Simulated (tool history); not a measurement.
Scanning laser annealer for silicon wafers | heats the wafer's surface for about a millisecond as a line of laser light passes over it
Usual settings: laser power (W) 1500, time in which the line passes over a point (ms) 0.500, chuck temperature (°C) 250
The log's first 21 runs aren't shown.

run,hour,laser power (W),time in which the line passes over a point (ms),chuck temperature (°C),highest temperature of the surface (°C)
22,492.3,1573,0.548,250,1047
23,507.3,1646,0.529,250,1078
# hour 522.8: window over the wafer cleaned
24,534.8,1381,0.378,284,850
25,563.2,1300,0.500,219,825
26,595.1,1377,0.500,219,871
27,622.8,1377,0.500,219,870
28,652.5,1435,0.402,283,892
29,684.6,1435,0.437,283,921
30,704.4,1373,0.500,258,906
31,729.1,1373,0.500,258,904
32,762.5,1410,0.456,284,919
33,786.7,1500,0.570,250,1031
34,816.1,1313,0.557,227,876
35,837.9,1571,0.437,243,955
# hour 859.4: optics aligned, line set to its width
36,861.9,1480,0.437,251,915
37,885.0,1480,0.459,225,907
38,912.7,1480,0.399,225,858
39,933.9,1480,0.399,225,854
40,966.3,1444,0.500,277,969

Forecast each of these 4 alternatives for the next run:
A,982.4,1444,0.489,277,?
B,982.4,1429,0.508,277,?
C,982.4,1504,0.414,289,?
D,982.4,1471,0.500,263,?

run,highest temperature of the surface (°C)
A,959
B,966
C,943
D,971
Without the tool's hidden state the same runs would have given:
run,highest temperature of the surface (°C)
A,972
B,979
C,955
D,984
